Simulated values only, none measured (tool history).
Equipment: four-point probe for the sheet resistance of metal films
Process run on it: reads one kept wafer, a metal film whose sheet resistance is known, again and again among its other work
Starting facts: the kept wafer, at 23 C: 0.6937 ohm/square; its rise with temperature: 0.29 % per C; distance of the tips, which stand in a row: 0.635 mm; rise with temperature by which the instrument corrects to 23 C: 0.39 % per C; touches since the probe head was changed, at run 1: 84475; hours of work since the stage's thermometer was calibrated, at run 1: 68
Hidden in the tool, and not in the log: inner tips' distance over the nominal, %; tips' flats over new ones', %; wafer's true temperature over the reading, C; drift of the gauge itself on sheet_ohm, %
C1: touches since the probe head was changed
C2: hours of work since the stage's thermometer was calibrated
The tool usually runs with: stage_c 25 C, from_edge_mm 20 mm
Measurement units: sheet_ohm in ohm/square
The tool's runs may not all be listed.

{"run": 1, "hour": 0.0, "stage_c": 25, "from_edge_mm": 20, "C1": 84475, "C2": 68, "sheet_ohm": 0.690743}
{"run": 2, "hour": 19.2, "stage_c": 25, "from_edge_mm": 20, "C1": 85213, "C2": 78, "sheet_ohm": 0.690543}
{"run": 3, "hour": 29.9, "stage_c": 30, "from_edge_mm": 20, "C1": 85628, "C2": 83, "sheet_ohm": 0.68761}
{"run": 4, "hour": 46.2, "stage_c": 30, "from_edge_mm": 20, "C1": 86253, "C2": 92, "sheet_ohm": 0.687429}
{"run": 5, "hour": 59.9, "stage_c": 25, "from_edge_mm": 8, "C1": 86783, "C2": 99, "sheet_ohm": 0.692622}
{"run": 6, "hour": 80.8, "stage_c": 25, "from_edge_mm": 20, "C1": 87586, "C2": 109, "sheet_ohm": 0.690656}
{"run": 7, "hour": 98.9, "stage_c": 27, "from_edge_mm": 20, "C1": 88286, "C2": 119, "sheet_ohm": 0.689195}
{"run": 8, "hour": 114.2, "stage_c": 25, "from_edge_mm": 20, "C1": 88874, "C2": 127, "sheet_ohm": 0.690378}
{"run": 9, "hour": 130.1, "stage_c": 26, "from_edge_mm": 20, "C1": 89486, "C2": 135, "sheet_ohm": 0.689926}
{"run": 10, "hour": 142.6, "stage_c": 26, "from_edge_mm": 20, "C1": 89967, "C2": 141, "sheet_ohm": 0.689966}
{"run": 11, "hour": 159.1, "stage_c": 26, "from_edge_mm": 20, "C1": 90604, "C2": 150, "sheet_ohm": 0.689843}
{"run": 12, "hour": 176.8, "stage_c": 26, "from_edge_mm": 20, "C1": 91285, "C2": 159, "sheet_ohm": 0.689701}
{"run": 13, "hour": 190.1, "stage_c": 20, "from_edge_mm": 20, "C1": 91798, "C2": 166, "sheet_ohm": 0.693972}
{"run": 14, "hour": 203.5, "stage_c": 25, "from_edge_mm": 10, "C1": 92316, "C2": 173, "sheet_ohm": 0.691501}
{"run": 15, "hour": 218.4, "stage_c": 25, "from_edge_mm": 10, "C1": 92888, "C2": 180, "sheet_ohm": 0.69164}
{"run": 16, "hour": 231.7, "stage_c": 25, "from_edge_mm": 10, "C1": 93399, "C2": 187, "sheet_ohm": 0.691448}
{"run": 17, "hour": 250.0, "stage_c": 25, "from_edge_mm": 10, "C1": 94104, "C2": 196, "sheet_ohm": 0.691414}
{"run": 18, "hour": 270.0, "stage_c": 25, "from_edge_mm": 10, "C1": 94875, "C2": 207, "sheet_ohm": 0.691438}
{"run": 19, "hour": 287.3, "stage_c": 25, "from_edge_mm": 10, "C1": 95543, "C2": 216, "sheet_ohm": 0.691507}
{"run": 20, "hour": 308.1, "stage_c": 25, "from_edge_mm": 20, "C1": 96343, "C2": 226, "sheet_ohm": 0.690286}
{"run": 21, "hour": 319.1, "stage_c": 25, "from_edge_mm": 20, "C1": 96767, "C2": 232, "sheet_ohm": 0.690278}
{"run": 22, "hour": 335.2, "stage_c": 25, "from_edge_mm": 17, "C1": 97389, "C2": 240, "sheet_ohm": 0.690514}
{"run": 23, "hour": 353.9, "stage_c": 25, "from_edge_mm": 54, "C1": 98108, "C2": 250, "sheet_ohm": 0.690074}
{"run": 24, "hour": 375.1, "stage_c": 25, "from_edge_mm": 38, "C1": 98926, "C2": 261, "sheet_ohm": 0.690173}
{"run": 25, "hour": 386.2, "stage_c": 24, "from_edge_mm": 26, "C1": 99354, "C2": 266, "sheet_ohm": 0.690858}
{"run": 26, "hour": 405.8, "stage_c": 23, "from_edge_mm": 20, "C1": 100106, "C2": 276, "sheet_ohm": 0.691715}
{"run": 27, "hour": 419.0, "stage_c": 23, "from_edge_mm": 20, "C1": 100617, "C2": 283, "sheet_ohm": 0.691509}
{"run": 28, "hour": 428.1, "stage_c": 23, "from_edge_mm": 9, "C1": 100966, "C2": 288, "sheet_ohm": 0.693171}
{"run": 29, "hour": 440.3, "stage_c": 26, "from_edge_mm": 19, "C1": 101436, "C2": 294, "sheet_ohm": 0.68957}
{"run": 30, "hour": 452.1, "stage_c": 28, "from_edge_mm": 7, "C1": 101891, "C2": 300, "sheet_ohm": 0.690897}
{"run": 31, "hour": 466.7, "stage_c": 28, "from_edge_mm": 51, "C1": 102453, "C2": 308, "sheet_ohm": 0.688128}
{"run": 32, "hour": 483.7, "stage_c": 28, "from_edge_mm": 51, "C1": 103109, "C2": 316, "sheet_ohm": 0.687721}
{"hour": 502.1, "done": "new probe head fitted"}
{"run": 33, "hour": 502.1, "stage_c": 28, "from_edge_mm": 51, "C1": 0, "C2": 325, "sheet_ohm": 0.689307}
{"run": 34, "hour": 520.9, "stage_c": 28, "from_edge_mm": 51, "C1": 725, "C2": 335, "sheet_ohm": 0.68931}
{"run": 35, "hour": 535.5, "stage_c": 28, "from_edge_mm": 51, "C1": 1287, "C2": 343, "sheet_ohm": 0.689203}
{"run": 36, "hour": 552.2, "stage_c": 23, "from_edge_mm": 45, "C1": 1932, "C2": 351, "sheet_ohm": 0.692474}
{"run": 37, "hour": 571.8, "stage_c": 29, "from_edge_mm": 8, "C1": 2686, "C2": 361, "sheet_ohm": 0.690804}
{"run": 38, "hour": 581.9, "stage_c": 29, "from_edge_mm": 8, "C1": 3077, "C2": 366, "sheet_ohm": 0.690742}
{"run": 39, "hour": 592.5, "stage_c": 27, "from_edge_mm": 7, "C1": 3484, "C2": 372, "sheet_ohm": 0.692737}
{"run": 40, "hour": 608.5, "stage_c": 27, "from_edge_mm": 7, "C1": 4100, "C2": 380, "sheet_ohm": 0.692985}
{"run": 41, "hour": 623.3, "stage_c": 27, "from_edge_mm": 43, "C1": 4672, "C2": 388, "sheet_ohm": 0.689801}
{"run": 42, "hour": 644.0, "stage_c": 23, "from_edge_mm": 56, "C1": 5467, "C2": 398, "sheet_ohm": 0.692498}
{"run": 43, "hour": 658.1, "stage_c": 31, "from_edge_mm": 7, "C1": 6012, "C2": 406, "sheet_ohm": 0.690288}
{"run": 44, "hour": 673.5, "stage_c": 30, "from_edge_mm": 7, "C1": 6604, "C2": 413, "sheet_ohm": 0.690892}
{"run": 45, "hour": 687.0, "stage_c": 25, "from_edge_mm": 28, "C1": 7126, "C2": 420, "sheet_ohm": 0.691374}

Results per run with the tool's hidden condition removed, run-to-run variation unchanged:
run=1 sheet_ohm=0.692827
run=2 sheet_ohm=0.692643
run=3 sheet_ohm=0.689713
run=4 sheet_ohm=0.689544
run=5 sheet_ohm=0.694761
run=6 sheet_ohm=0.692805
run=7 sheet_ohm=0.691356
run=8 sheet_ohm=0.692553
run=9 sheet_ohm=0.692114
run=10 sheet_ohm=0.692164
run=11 sheet_ohm=0.692054
run=12 sheet_ohm=0.691927
run=13 sheet_ohm=0.696216
run=14 sheet_ohm=0.693753
run=15 sheet_ohm=0.693906
run=16 sheet_ohm=0.693724
run=17 sheet_ohm=0.693704
run=18 sheet_ohm=0.693747
run=19 sheet_ohm=0.693830
run=20 sheet_ohm=0.692622
run=21 sheet_ohm=0.692623
run=22 sheet_ohm=0.692872
run=23 sheet_ohm=0.692446
run=24 sheet_ohm=0.692563
run=25 sheet_ohm=0.693260
run=26 sheet_ohm=0.694136
run=27 sheet_ohm=0.693940
run=28 sheet_ohm=0.695614
run=29 sheet_ohm=0.692016
run=30 sheet_ohm=0.693358
run=31 sheet_ohm=0.690593
run=32 sheet_ohm=0.690196
run=33 sheet_ohm=0.690469
run=34 sheet_ohm=0.690486
run=35 sheet_ohm=0.690390
run=36 sheet_ohm=0.693673
run=37 sheet_ohm=0.692023
run=38 sheet_ohm=0.691971
run=39 sheet_ohm=0.693974
run=40 sheet_ohm=0.694233
run=41 sheet_ohm=0.691057
run=42 sheet_ohm=0.693770
run=43 sheet_ohm=0.691577
run=44 sheet_ohm=0.692192
run=45 sheet_ohm=0.692679
